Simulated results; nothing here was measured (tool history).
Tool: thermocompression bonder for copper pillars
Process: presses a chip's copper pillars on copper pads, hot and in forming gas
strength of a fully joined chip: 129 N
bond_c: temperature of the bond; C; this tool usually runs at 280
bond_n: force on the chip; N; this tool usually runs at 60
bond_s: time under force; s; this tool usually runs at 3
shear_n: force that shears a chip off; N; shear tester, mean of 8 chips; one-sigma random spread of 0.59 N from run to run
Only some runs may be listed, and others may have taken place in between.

run 1 day=0.000 | bond_c=280 bond_n=60 bond_s=3 | shear_n=70.5
run 2 day=0.421 | bond_c=280 bond_n=60 bond_s=3 | shear_n=70.2
run 3 day=0.933 | bond_c=280 bond_n=60 bond_s=3 | shear_n=71.5
run 4 day=1.367 | bond_c=280 bond_n=60 bond_s=3 | shear_n=71.1
run 5 day=2.058 | bond_c=280 bond_n=60 bond_s=3 | shear_n=70.0
run 6 day=2.867 | bond_c=280 bond_n=38 bond_s=3 | shear_n=48.0
run 7 day=3.225 | bond_c=280 bond_n=60 bond_s=3 | shear_n=70.3
run 8 day=3.712 | bond_c=280 bond_n=60 bond_s=3 | shear_n=71.4
run 9 day=4.233 | bond_c=283 bond_n=60 bond_s=3 | shear_n=72.0
run 10 day=4.850 | bond_c=283 bond_n=60 bond_s=3 | shear_n=72.8
run 11 day=5.267 | bond_c=280 bond_n=60 bond_s=3 | shear_n=69.7
run 12 day=6.000 | bond_c=280 bond_n=60 bond_s=3 | shear_n=70.4
-- day=6.496 forming gas filter changed
run 13 day=6.567 | bond_c=280 bond_n=60 bond_s=5 | shear_n=82.9
run 14 day=6.912 | bond_c=280 bond_n=60 bond_s=5 | shear_n=82.6
run 15 day=7.667 | bond_c=280 bond_n=60 bond_s=5 | shear_n=81.9
run 16 day=8.154 | bond_c=284 bond_n=60 bond_s=3 | shear_n=73.9
run 17 day=8.600 | bond_c=280 bond_n=60 bond_s=2 | shear_n=62.1
run 18 day=9.046 | bond_c=280 bond_n=60 bond_s=2 | shear_n=62.0
run 19 day=9.500 | bond_c=280 bond_n=60 bond_s=2 | shear_n=61.7
run 20 day=10.317 | bond_c=269 bond_n=60 bond_s=2 | shear_n=54.4
run 21 day=10.879 | bond_c=271 bond_n=60 bond_s=3 | shear_n=64.1
run 22 day=11.650 | bond_c=290 bond_n=71 bond_s=3 | shear_n=86.2
run 23 day=12.050 | bond_c=280 bond_n=54 bond_s=5 | shear_n=77.2

Estimate the outcome of run 24 from the log above:
run 24 day=12.675 | bond_c=280 bond_n=54 bond_s=5 | shear_n=?

shear_n: 77.0 N
Without the tool's hidden state the same run would have given shear_n 77.1 N.

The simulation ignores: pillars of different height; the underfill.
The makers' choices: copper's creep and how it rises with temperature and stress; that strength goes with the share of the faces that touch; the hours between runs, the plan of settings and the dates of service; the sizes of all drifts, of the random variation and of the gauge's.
